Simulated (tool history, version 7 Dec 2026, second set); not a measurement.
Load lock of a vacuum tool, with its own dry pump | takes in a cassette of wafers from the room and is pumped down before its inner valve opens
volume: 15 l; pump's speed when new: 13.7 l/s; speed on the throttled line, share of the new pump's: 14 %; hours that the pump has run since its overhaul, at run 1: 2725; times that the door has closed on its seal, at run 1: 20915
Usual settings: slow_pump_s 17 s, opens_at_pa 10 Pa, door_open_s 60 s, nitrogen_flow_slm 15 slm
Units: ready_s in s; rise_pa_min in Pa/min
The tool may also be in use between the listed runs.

run,hour,slow_pump_s,opens_at_pa,door_open_s,nitrogen_flow_slm,hours that the pump has run since its overhaul,times that the door has closed on its seal,"incoming humidity of the room's air, %",ready_s,rise_pa_min
1,0,17,10,60,15,2725,20915,45.2,25,0.044
2,428.1,17,10,60,15,3153,22994,48.9,24.7,0.046
3,648,17,10,60,15,3373,24063,46.4,25,0.041
4,916.2,17,10,60,15,3641,25365,43.3,24.4,0.037
5,1112.7,17,10,60,15,3837,26319,43.6,25,0.041
6,1414.7,17,10,60,15,4139,27787,42.7,24.1,0.043
7,1648.9,17,10,60,15,4374,28924,44.8,24.6,0.044
8,1894.6,10,10,147,28,4619,30117,50.4,18.7,0.043
9,2160.1,26,10,214,15,4885,31407,47.1,32.6,0.074
10,2389.4,8,19,60,15,5114,32521,46.5,16.4,0.043
11,2776,12,16,125,15,5501,34399,41.9,19.9,0.053
12,2975.2,31,10,60,29,5700,35366,43.8,36.1,0.031
13,3161.7,21,15,107,29,5886,36272,45,27.9,0.039

Forecast each of these 4 alternatives for the next run:
A,3578.8,17,8,60,15,6303,38298,47.6,?,?
B,3578.8,17,10,43,15,6303,38298,42.9,?,?
C,3578.8,21,11,55,29,6303,38298,43.9,?,?
D,3578.8,17,18,60,24,6303,38298,45.8,?,?

run,ready_s,rise_pa_min
A,24.7,0.052
B,25,0.035
C,28,0.022
D,23.9,0.036
Without the tool's hidden state the same runs would have given:
run,ready_s,rise_pa_min
A,24.7,0.052
B,25,0.034
C,28,0.022
D,23.9,0.035
